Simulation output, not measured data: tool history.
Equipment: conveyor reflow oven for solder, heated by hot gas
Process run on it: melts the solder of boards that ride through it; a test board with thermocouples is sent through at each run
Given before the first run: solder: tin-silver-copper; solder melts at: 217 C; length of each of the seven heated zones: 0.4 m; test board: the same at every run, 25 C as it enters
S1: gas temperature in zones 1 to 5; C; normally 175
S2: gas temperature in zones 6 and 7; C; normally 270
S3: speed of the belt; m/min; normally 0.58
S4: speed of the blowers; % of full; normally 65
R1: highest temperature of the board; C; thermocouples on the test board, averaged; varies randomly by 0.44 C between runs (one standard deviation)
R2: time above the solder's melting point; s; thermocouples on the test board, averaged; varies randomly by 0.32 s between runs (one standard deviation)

run,hour,S1,S2,S3,S4,R1,R2
1,0,175,270,0.58,65,255,65.2
2,101.3,175,270,0.58,65,254.6,64.6
3,177.7,175,260,0.58,65,245.2,57.6
4,253.6,175,260,0.58,65,244.9,58.3
5,300.4,175,260,0.58,65,244.8,57.3
6,361.9,175,280,0.58,65,263.1,69.8
7,404.8,175,280,0.58,66,263.7,70.3
8,476,175,280,0.58,66,262.4,70.4
# hour 489.8: flux residue cleaned out of gas plates and filters
9,568,175,270,0.58,65,253.2,62.6
10,627.9,175,262,0.58,65,245.7,57.2
# hour 663.1: flux residue cleaned out of gas plates and filters, once more
11,716.1,175,262,0.58,65,247,59.8
12,802.4,175,262,0.58,65,248.1,59.5
13,903.5,185,270,0.58,82,257.8,72.5
14,964.4,185,270,0.58,82,257.4,71.6
15,1006.7,185,270,0.58,82,257.4,71.6
16,1083.1,185,284,0.475,68,272.8,97.5
17,1133,178,265,0.475,68,254.5,83.5
18,1214.2,178,265,0.475,68,253.8,82.8
19,1265.8,175,270,0.58,66,253.6,63.9
20,1352.4,175,270,0.58,78,254.9,66.1
21,1451.9,175,270,0.58,78,254.4,66.1
# hour 1489.7: flux residue cleaned out of gas plates and filters
# hour 1515.2: thermocouples of zones 6 and 7 changed
22,1515.2,175,270,0.58,78,259.4,69.3

Pick out some run-to-run changes in R1. Of each, how much would a tool without hidden state show as well, from the settings, what came in and chance, and how much is left for the hidden state and any gauge scatter not in both results compared?
Hidden state at play: heat that the gas passes to the board, % of a clean oven's; belt's true speed, % of the reading; true gas temperature in zones 6 and 7 over the reading, C; drift of the gauge itself on peak_c, C; drift of the gauge itself on liquid_s, %.
Run 5 -> 6: S2 260 -> 280. R1 +18.3 C: hidden state -0.3, all else +18.6.
Run 10 -> 11: flux residue cleaned out of gas plates and filters, once more. R1 +1.3 C: hidden state +1.3, all else +0.
Run 16 -> 17: S1 185 -> 178, S2 284 -> 265. R1 -18.3 C: hidden state -0.1, all else -18.2.
Run 21 -> 22: flux residue cleaned out of gas plates and filters, thermocouples of zones 6 and 7 changed. R1 +5 C: hidden state +4.4, all else +0.6.
